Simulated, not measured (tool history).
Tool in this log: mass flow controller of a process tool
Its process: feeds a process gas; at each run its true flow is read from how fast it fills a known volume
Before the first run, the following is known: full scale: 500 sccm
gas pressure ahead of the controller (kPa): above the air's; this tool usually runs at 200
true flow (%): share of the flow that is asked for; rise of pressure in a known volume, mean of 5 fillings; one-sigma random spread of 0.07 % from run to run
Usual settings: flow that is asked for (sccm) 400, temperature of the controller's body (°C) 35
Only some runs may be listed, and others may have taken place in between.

| run | hour | flow that is asked for (sccm) | gas pressure ahead of the controller (kPa) | temperature of the controller's body (°C) | true flow (%) |
|---|---|---|---|---|---|
| 1 | 0 | 400 | 200 | 35 | 98.39 |
| 2 | 102 | 400 | 200 | 35 | 98.28 |
| 3 | 257.2 | 400 | 200 | 35 | 98.22 |
| 4 | 418.8 | 400 | 200 | 35 | 98.22 |
| 5 | 585.3 | 400 | 200 | 35 | 98.15 |
| 6 | 721.5 | 400 | 200 | 35 | 97.97 |
| 7 | 802.4 | 400 | 200 | 31 | 98.25 |
| 8 | 950.8 | 400 | 200 | 31 | 98.29 |
| 9 | 1027.6 | 400 | 197 | 31 | 98.26 |
| 10 | 1192.2 | 400 | 197 | 31 | 98.35 |
| 11 | 1355.5 | 400 | 200 | 30 | 98.26 |
| 12 | 1512.9 | 400 | 200 | 30 | 98.34 |
| 13 | 1614.4 | 400 | 200 | 30 | 98.35 |
| 14 | 1683 | 400 | 200 | 30 | 98.14 |
| 15 | 1797.6 | 400 | 175 | 35 | 97.89 |
| 16 | 1870.5 | 83 | 200 | 35 | 99.49 |
| 17 | 1982.6 | 83 | 200 | 35 | 99.55 |
| 18 | 2130.1 | 83 | 200 | 35 | 99.42 |
| 19 | 2277.2 | 83 | 200 | 35 | 99.59 |
| 20 | 2427.2 | 140 | 148 | 39 | 97.67 |
| 21 | 2579.2 | 140 | 148 | 39 | 97.59 |
| 22 | 2694.2 | 400 | 267 | 35 | 97.72 |
| 23 | 2837.4 | 473 | 200 | 30 | 98.21 |
| 24 | 2965.5 | 473 | 200 | 30 | 98.22 |
| 25 | 3071.1 | 112 | 247 | 40 | 98.6 |
| 26 | 3227.3 | 167 | 271 | 27 | 98.5 |
|  | 3274.1 | controller's zero set anew |
| 27 | 3385.6 | 167 | 271 | 27 | 95.39 |
| 28 | 3455.7 | 167 | 212 | 27 | 95.4 |
| 29 | 3586.8 | 147 | 197 | 27 | 95.37 |
| 30 | 3689.3 | 84 | 226 | 27 | 95.2 |
| 31 | 3773.1 | 64 | 200 | 35 | 94.67 |
| 32 | 3932.2 | 64 | 200 | 35 | 94.91 |
| 33 | 4008.8 | 400 | 229 | 28 | 96.44 |
| 34 | 4177.8 | 400 | 229 | 28 | 96.48 |
| 35 | 4283.1 | 50 | 252 | 32 | 95.62 |

Below are 4 alternative next runs, each starting from the tool's condition after run 35. Predict each:
| A | 4411.2 | 98 | 200 | 21 | ? |
| B | 4411.2 | 281 | 200 | 34 | ? |
| C | 4411.2 | 50 | 278 | 28 | ? |
| D | 4411.2 | 381 | 252 | 32 | ? |

| run | true flow (%) |
|---|---|
| A | 95.7 |
| B | 95.35 |
| C | 96.15 |
| D | 95.99 |
Take away the tool's hidden state, keep each run's random variation, and the runs would have read:
| run | true flow (%) |
|---|---|
| A | 97.72 |
| B | 98.04 |
| C | 97.19 |
| D | 98.78 |

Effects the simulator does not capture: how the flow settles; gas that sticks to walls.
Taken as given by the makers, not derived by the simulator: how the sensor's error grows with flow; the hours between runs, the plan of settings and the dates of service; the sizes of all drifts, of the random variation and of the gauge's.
